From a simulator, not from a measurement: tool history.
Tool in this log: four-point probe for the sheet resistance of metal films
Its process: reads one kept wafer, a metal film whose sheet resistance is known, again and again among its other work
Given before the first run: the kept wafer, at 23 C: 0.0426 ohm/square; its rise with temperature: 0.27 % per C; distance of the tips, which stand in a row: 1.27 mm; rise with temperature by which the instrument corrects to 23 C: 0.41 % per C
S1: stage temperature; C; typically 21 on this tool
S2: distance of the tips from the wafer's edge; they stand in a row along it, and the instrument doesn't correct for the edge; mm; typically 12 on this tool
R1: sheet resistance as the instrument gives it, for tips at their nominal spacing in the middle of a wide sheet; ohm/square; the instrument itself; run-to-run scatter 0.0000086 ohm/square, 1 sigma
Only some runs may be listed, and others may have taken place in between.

run     day  S1  S2        R1
  1       0  21  12  0.042856
  2   0.758  21  12  0.042871
  3    2.25  21   4  0.044792
  4    3.95  21   4  0.044774
  5   5.067  21   4  0.044783
  6   6.038  21   4   0.04477
  7   7.175  21   4  0.044775
  8   8.917  21   4  0.044777
  9  10.604  21   4  0.044774
 10  11.733  21  30  0.042619
 11  13.496  21  12  0.042842
     13.867  -- stage's thermometer calibrated
 12  14.442  21  14  0.042678
 13  15.896  33  12  0.042042
 14  17.217  33  12  0.042036
 15  18.967  33  12  0.042048
 16  20.625  33  12  0.042029
 17  21.912  21  12  0.042725
 18  22.758  21  12  0.042709
 19  24.083  21  12  0.042717
 20  24.962  21  12  0.042717
 21  25.996  21  12  0.042705
 22  27.683  21  36  0.042485
 23  29.146  21  36  0.042501
 24  30.546  18  24  0.042682
 25  31.683  18  24  0.042683
 26  32.492  18  24  0.042693
 27  33.412  33  38  0.041795
 28  35.138  33  12  0.042006
 29  35.962  33  12  0.042005
 30  37.579  33   7  0.042483
 31  38.921  24  52  0.042268
 32  39.692  30  11  0.042205
 33  40.654  30  11  0.042225
 34  42.283  30  11  0.042209
 35  43.954  31  18   0.04195
 36  45.067  27  16  0.042224
 37  46.342  27   7  0.042806
 38  47.883  32  19  0.041904
 39  49.383  19  11  0.042831
 40  50.646  19  11  0.042835
 41  52.429  19  11  0.042816
 42  53.908  21  11  0.042706
 43  55.362  21  11  0.042708
 44  56.117  30  12  0.042144
 45  56.904  20  15  0.042632
 46  58.183  20  15  0.042648

For each run, the measured value with the value that run would have given without the tool's hidden condition subtracted. The run-to-run variation is shared by both, the gauge scatter possibly not:
The tool's hidden condition here consists of: inner tips' distance over the nominal, %; tips' flats over new ones', %; wafer's true temperature over the reading, C; drift of the gauge itself on sheet_ohm, %.
run         R1
  1  -0.000119
  2   -0.00012
  3  -0.000127
  4   -0.00013
  5  -0.000133
  6  -0.000134
  7  -0.000136
  8   -0.00014
  9  -0.000143
 10  -0.000139
 11  -0.000143
 12  -0.000241
 13   -0.00024
 14  -0.000243
 15  -0.000246
 16  -0.000249
 17  -0.000255
 18  -0.000256
 19  -0.000259
 20  -0.000261
 21  -0.000262
 22  -0.000263
 23  -0.000266
 24  -0.000269
 25  -0.000272
 26  -0.000273
 27  -0.000269
 28  -0.000273
 29  -0.000274
 30  -0.000279
 31  -0.000281
 32  -0.000282
 33  -0.000283
 34  -0.000287
 35  -0.000287
 36  -0.000291
 37  -0.000297
 38  -0.000295
 39  -0.000302
 40  -0.000305
 41  -0.000308
 42   -0.00031
 43  -0.000313
 44   -0.00031
 45  -0.000314
 46  -0.000317

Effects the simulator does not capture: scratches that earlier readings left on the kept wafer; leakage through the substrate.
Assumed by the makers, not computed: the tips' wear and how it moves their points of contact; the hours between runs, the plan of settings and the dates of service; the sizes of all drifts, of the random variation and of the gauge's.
